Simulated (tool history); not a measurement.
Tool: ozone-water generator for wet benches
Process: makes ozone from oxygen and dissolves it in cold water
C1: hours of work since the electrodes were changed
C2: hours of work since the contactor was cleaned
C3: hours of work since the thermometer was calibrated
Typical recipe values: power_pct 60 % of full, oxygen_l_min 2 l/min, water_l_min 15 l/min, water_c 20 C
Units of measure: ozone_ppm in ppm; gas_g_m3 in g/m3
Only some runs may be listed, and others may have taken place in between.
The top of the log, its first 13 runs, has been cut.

{"run": 14, "day": 24.375, "power_pct": 40, "oxygen_l_min": 2, "water_l_min": 15, "water_c": 20, "C1": 972, "C2": 5410, "C3": 3754, "ozone_ppm": 10.1, "gas_g_m3": 175.8}
{"run": 15, "day": 25.896, "power_pct": 60, "oxygen_l_min": 2, "water_l_min": 15, "water_c": 20, "C1": 996, "C2": 5434, "C3": 3778, "ozone_ppm": 12.7, "gas_g_m3": 224.9}
{"run": 16, "day": 27.638, "power_pct": 60, "oxygen_l_min": 2, "water_l_min": 15, "water_c": 20, "C1": 1024, "C2": 5462, "C3": 3805, "ozone_ppm": 13.1, "gas_g_m3": 225.6}
{"run": 17, "day": 29.133, "power_pct": 57, "oxygen_l_min": 3.04, "water_l_min": 12, "water_c": 14, "C1": 1048, "C2": 5486, "C3": 3829, "ozone_ppm": 18.3, "gas_g_m3": 188.9}
{"run": 18, "day": 31.692, "power_pct": 57, "oxygen_l_min": 3.04, "water_l_min": 12, "water_c": 14, "C1": 1088, "C2": 5526, "C3": 3869, "ozone_ppm": 18.3, "gas_g_m3": 188.5}
{"run": 19, "day": 33.971, "power_pct": 60, "oxygen_l_min": 2, "water_l_min": 17, "water_c": 20, "C1": 1124, "C2": 5562, "C3": 3905, "ozone_ppm": 11.6, "gas_g_m3": 230}
{"run": 20, "day": 35.429, "power_pct": 60, "oxygen_l_min": 3.22, "water_l_min": 15, "water_c": 20, "C1": 1147, "C2": 5585, "C3": 3928, "ozone_ppm": 14.6, "gas_g_m3": 191.9}
{"run": 21, "day": 37.958, "power_pct": 60, "oxygen_l_min": 3.22, "water_l_min": 15, "water_c": 20, "C1": 1187, "C2": 5625, "C3": 3968, "ozone_ppm": 14.8, "gas_g_m3": 190.9}
{"run": 22, "day": 39.171, "power_pct": 60, "oxygen_l_min": 1.68, "water_l_min": 10, "water_c": 20, "C1": 1206, "C2": 5644, "C3": 3988, "ozone_ppm": 18, "gas_g_m3": 245.3}
{"run": 23, "day": 41.342, "power_pct": 60, "oxygen_l_min": 1.68, "water_l_min": 10, "water_c": 20, "C1": 1241, "C2": 5679, "C3": 4022, "ozone_ppm": 18.2, "gas_g_m3": 246.6}
{"day": 42.5, "done": "water thermometer calibrated"}
{"run": 24, "day": 42.733, "power_pct": 54, "oxygen_l_min": 2.36, "water_l_min": 15, "water_c": 20, "C1": 1263, "C2": 5700, "C3": 4, "ozone_ppm": 12.6, "gas_g_m3": 199}
{"run": 25, "day": 43.996, "power_pct": 96, "oxygen_l_min": 2.36, "water_l_min": 18, "water_c": 15, "C1": 1282, "C2": 5720, "C3": 24, "ozone_ppm": 16.1, "gas_g_m3": 287}
{"run": 26, "day": 45.521, "power_pct": 42, "oxygen_l_min": 3.07, "water_l_min": 15, "water_c": 13, "C1": 1307, "C2": 5744, "C3": 48, "ozone_ppm": 12.8, "gas_g_m3": 155.8}
{"run": 27, "day": 48.112, "power_pct": 42, "oxygen_l_min": 3.07, "water_l_min": 15, "water_c": 13, "C1": 1348, "C2": 5785, "C3": 89, "ozone_ppm": 12.6, "gas_g_m3": 157.7}
{"run": 28, "day": 49.633, "power_pct": 42, "oxygen_l_min": 3.07, "water_l_min": 15, "water_c": 13, "C1": 1372, "C2": 5809, "C3": 113, "ozone_ppm": 12.5, "gas_g_m3": 154.2}
{"run": 29, "day": 51.925, "power_pct": 42, "oxygen_l_min": 3.07, "water_l_min": 15, "water_c": 13, "C1": 1408, "C2": 5846, "C3": 149, "ozone_ppm": 12.7, "gas_g_m3": 157.3}
{"run": 30, "day": 53.733, "power_pct": 42, "oxygen_l_min": 3.07, "water_l_min": 15, "water_c": 13, "C1": 1437, "C2": 5874, "C3": 178, "ozone_ppm": 12.5, "gas_g_m3": 156}

Here are 4 independent what-if runs from the current tool condition. What would each one return?
{"run": "A", "day": 56.454, "power_pct": 79, "oxygen_l_min": 3.07, "water_l_min": 15, "water_c": 13, "C1": 1480, "C2": 5917, "C3": 221, "ozone_ppm": "?", "gas_g_m3": "?"}
{"run": "B", "day": 56.454, "power_pct": 76, "oxygen_l_min": 2, "water_l_min": 21, "water_c": 23, "C1": 1480, "C2": 5917, "C3": 221, "ozone_ppm": "?", "gas_g_m3": "?"}
{"run": "C", "day": 56.454, "power_pct": 60, "oxygen_l_min": 2, "water_l_min": 11, "water_c": 28, "C1": 1480, "C2": 5917, "C3": 221, "ozone_ppm": "?", "gas_g_m3": "?"}
{"run": "D", "day": 56.454, "power_pct": 42, "oxygen_l_min": 3.01, "water_l_min": 15, "water_c": 16, "C1": 1480, "C2": 5917, "C3": 221, "ozone_ppm": "?", "gas_g_m3": "?"}

run=A ozone_ppm=18.7 gas_g_m3=233.2
run=B ozone_ppm=10.2 gas_g_m3=267.2
run=C ozone_ppm=15.5 gas_g_m3=228.4
run=D ozone_ppm=11.9 gas_g_m3=158.2
Had the tool no hidden state, the same runs would have come out as:
run=A ozone_ppm=18.7 gas_g_m3=227.3
run=B ozone_ppm=10.2 gas_g_m3=260.4
run=C ozone_ppm=15.6 gas_g_m3=222.5
run=D ozone_ppm=12 gas_g_m3=154.2

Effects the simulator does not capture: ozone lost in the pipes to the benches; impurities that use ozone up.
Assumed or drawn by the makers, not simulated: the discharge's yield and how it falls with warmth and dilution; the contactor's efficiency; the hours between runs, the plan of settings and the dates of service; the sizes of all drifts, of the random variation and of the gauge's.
